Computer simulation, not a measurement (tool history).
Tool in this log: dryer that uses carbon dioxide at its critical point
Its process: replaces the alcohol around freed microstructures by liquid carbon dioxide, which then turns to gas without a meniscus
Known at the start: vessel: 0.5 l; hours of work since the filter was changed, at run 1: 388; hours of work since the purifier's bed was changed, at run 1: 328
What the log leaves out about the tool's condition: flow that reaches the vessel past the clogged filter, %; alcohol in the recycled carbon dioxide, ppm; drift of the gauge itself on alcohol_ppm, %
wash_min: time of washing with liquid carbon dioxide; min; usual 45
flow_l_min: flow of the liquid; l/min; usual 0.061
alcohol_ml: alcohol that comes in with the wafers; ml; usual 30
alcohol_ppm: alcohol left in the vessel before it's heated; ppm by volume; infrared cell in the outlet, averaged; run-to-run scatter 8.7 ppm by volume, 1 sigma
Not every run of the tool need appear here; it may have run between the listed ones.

run   hour  wash_min  flow_l_min  alcohol_ml  hours of work since the filter was changed  hours of work since the purifier's bed was changed  alcohol_ppm
  1      0        45       0.061          30                                         388                                                 328          970
  2   15.4        45       0.061          56                                         396                                                 335         1798
  3   34.1        45      0.0722          30                                         405                                                 344          530
  4   54.4        45      0.0722          30                                         414                                                 354          539
  5   76.1        45      0.0722          30                                         425                                                 364          548
  6   98.6        45       0.061          30                                         436                                                 375         1076
  7  108.7        45       0.061          30                                         441                                                 380         1044
  8  120.3        45       0.061          30                                         446                                                 386         1081
  9  134.9        45       0.061          30                                         453                                                 393         1102
 10  149.8        40       0.061          30                                         461                                                 400         1643
 11  164.7        40       0.061          30                                         468                                                 407         1678
 12  175.1        40       0.061          30                                         473                                                 412         1712
     191.2  -- inlet filter changed
 13  196.4        45       0.061          30                                           3                                                 422          589
 14  209.1        45       0.061          30                                           9                                                 428          611
 15  222.5        45       0.061          30                                          15                                                 435          601
 16    234        45       0.061          60                                          21                                                 440         1154
 17  248.6        45       0.061          60                                          28                                                 447         1144
 18  260.6        45       0.061          60                                          34                                                 453         1126
 19  282.3        27      0.0893          60                                          44                                                 464         2142
 20  297.1        52      0.0568          70                                          51                                                 471          962
 21  318.9        32      0.0388          87                                          62                                                 481        19937
 22  339.4        32      0.0388          87                                          72                                                 491        19314
 23  358.6        32      0.0624          87                                          81                                                 500         5922
 24  372.7        47       0.061          30                                          88                                                 507          577
 25  387.7        55      0.0521          30                                          95                                                 515          582
 26  405.8        55      0.0521          30                                         104                                                 523          583
 27  429.7        28      0.0929          30                                         115                                                 535          971
 28  448.6        28      0.1032          64                                         124                                                 544         1306
 29  466.1        35      0.0788          34                                         133                                                 552          860
 30  480.9        45      0.0525         118                                         140                                                 560         4569
 31  498.8        70      0.0813          60                                         149                                                 568          154
 32  510.7        58       0.061          30                                         154                                                 574          314
 33    529        58       0.061          30                                         163                                                 583          311
 34  543.8        42      0.0932          25                                         170                                                 590          234
 35  563.3        42        0.05          68                                         180                                                 599         4399

5 options for the next run, each taken on its own from the tool as it stands now. Forecast them:
  A  577.5        42      0.0776          32                                         187                                                 606            ?
  B  577.5        33       0.046          30                                         187                                                 606            ?
  C  577.5        45      0.0476          30                                         187                                                 606            ?
  D  577.5        61      0.1038          24                                         187                                                 606            ?
  E  577.5        47      0.0754          40                                         187                                                 606            ?

run  alcohol_ppm
  A          485
  B         4898
  C         1888
  D          152
  E          415
The same runs, with their run-to-run variation unchanged, on a tool lacking any hidden condition would have given:
run  alcohol_ppm
  A          226
  B         3899
  C         1315
  D            9
  E          174
